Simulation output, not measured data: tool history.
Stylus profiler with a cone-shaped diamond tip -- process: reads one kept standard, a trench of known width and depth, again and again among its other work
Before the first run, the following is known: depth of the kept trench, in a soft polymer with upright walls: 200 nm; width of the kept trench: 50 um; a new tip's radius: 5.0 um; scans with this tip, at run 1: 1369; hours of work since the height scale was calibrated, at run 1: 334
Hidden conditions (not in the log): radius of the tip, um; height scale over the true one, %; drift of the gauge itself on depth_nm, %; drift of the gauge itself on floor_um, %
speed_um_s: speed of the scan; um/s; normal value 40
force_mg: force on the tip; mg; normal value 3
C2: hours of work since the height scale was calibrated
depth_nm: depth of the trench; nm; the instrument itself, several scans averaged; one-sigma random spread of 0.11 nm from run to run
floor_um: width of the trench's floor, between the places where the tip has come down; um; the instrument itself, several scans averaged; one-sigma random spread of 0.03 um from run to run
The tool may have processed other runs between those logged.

run 1 day=0 | speed_um_s=40 force_mg=3 | scans_with_this_tip=1369 C2=334 | depth_nm=202.74 floor_um=46.94
run 2 day=0.375 | speed_um_s=40 force_mg=3 | scans_with_this_tip=1390 C2=340 | depth_nm=202.49 floor_um=46.91
run 3 day=0.771 | speed_um_s=38 force_mg=3 | scans_with_this_tip=1413 C2=345 | depth_nm=202.6 floor_um=46.94
run 4 day=1.283 | speed_um_s=38 force_mg=3 | scans_with_this_tip=1442 C2=352 | depth_nm=202.59 floor_um=46.94
run 5 day=2.033 | speed_um_s=138 force_mg=3 | scans_with_this_tip=1485 C2=363 | depth_nm=202.71 floor_um=46.6
run 6 day=2.733 | speed_um_s=138 force_mg=3 | scans_with_this_tip=1525 C2=373 | depth_nm=202.71 floor_um=46.57
run 7 day=3.238 | speed_um_s=95 force_mg=3 | scans_with_this_tip=1554 C2=380 | depth_nm=202.61 floor_um=46.66
run 8 day=3.904 | speed_um_s=40 force_mg=3 | scans_with_this_tip=1592 C2=389 | depth_nm=202.58 floor_um=46.94
run 9 day=4.683 | speed_um_s=40 force_mg=3 | scans_with_this_tip=1637 C2=400 | depth_nm=202.58 floor_um=46.9
run 10 day=5.033 | speed_um_s=40 force_mg=3 | scans_with_this_tip=1657 C2=405 | depth_nm=202.58 floor_um=46.92
run 11 day=5.788 | speed_um_s=126 force_mg=6.83 | scans_with_this_tip=1700 C2=415 | depth_nm=204.56 floor_um=46.79
run 12 day=6.375 | speed_um_s=126 force_mg=6.83 | scans_with_this_tip=1734 C2=424 | depth_nm=204.32 floor_um=46.72
-- day=6.467 height scale calibrated on a step standard
run 13 day=6.75 | speed_um_s=20 force_mg=8.59 | scans_with_this_tip=1754 C2=4 | depth_nm=205.35 floor_um=47
run 14 day=7.1 | speed_um_s=11 force_mg=5.42 | scans_with_this_tip=1774 C2=9 | depth_nm=203.95 floor_um=46.99
-- day=7.671 height scale calibrated on a step standard, once more
run 15 day=7.779 | speed_um_s=11 force_mg=5.42 | scans_with_this_tip=1811 C2=1 | depth_nm=203.56 floor_um=47.05
run 16 day=8.338 | speed_um_s=69 force_mg=1.77 | scans_with_this_tip=1843 C2=9 | depth_nm=201.63 floor_um=46.74
run 17 day=8.817 | speed_um_s=69 force_mg=5.84 | scans_with_this_tip=1871 C2=16 | depth_nm=203.77 floor_um=46.88
run 18 day=9.492 | speed_um_s=31 force_mg=5.84 | scans_with_this_tip=1909 C2=25 | depth_nm=203.68 floor_um=46.9
run 19 day=10.271 | speed_um_s=137 force_mg=2.04 | scans_with_this_tip=1954 C2=36 | depth_nm=201.78 floor_um=46.41

Subtracting, for every run, the result it would have given without the tool's unlogged condition from the measured result gives the following. The same run-to-run variation enters both numbers; the gauge's scatter may not:
run=1 depth_nm=+0.21 floor_um=-0.14
run=2 depth_nm=+0.21 floor_um=-0.14
run=3 depth_nm=+0.22 floor_um=-0.14
run=4 depth_nm=+0.22 floor_um=-0.15
run=5 depth_nm=+0.22 floor_um=-0.15
run=6 depth_nm=+0.23 floor_um=-0.15
run=7 depth_nm=+0.24 floor_um=-0.16
run=8 depth_nm=+0.24 floor_um=-0.17
run=9 depth_nm=+0.25 floor_um=-0.16
run=10 depth_nm=+0.26 floor_um=-0.17
run=11 depth_nm=+0.26 floor_um=-0.18
run=12 depth_nm=+0.26 floor_um=-0.18
run=13 depth_nm=+0.45 floor_um=-0.18
run=14 depth_nm=+0.45 floor_um=-0.19
run=15 depth_nm=-0.1 floor_um=-0.19
run=16 depth_nm=-0.08 floor_um=-0.19
run=17 depth_nm=-0.08 floor_um=-0.2
run=18 depth_nm=-0.08 floor_um=-0.2
run=19 depth_nm=-0.08 floor_um=-0.21
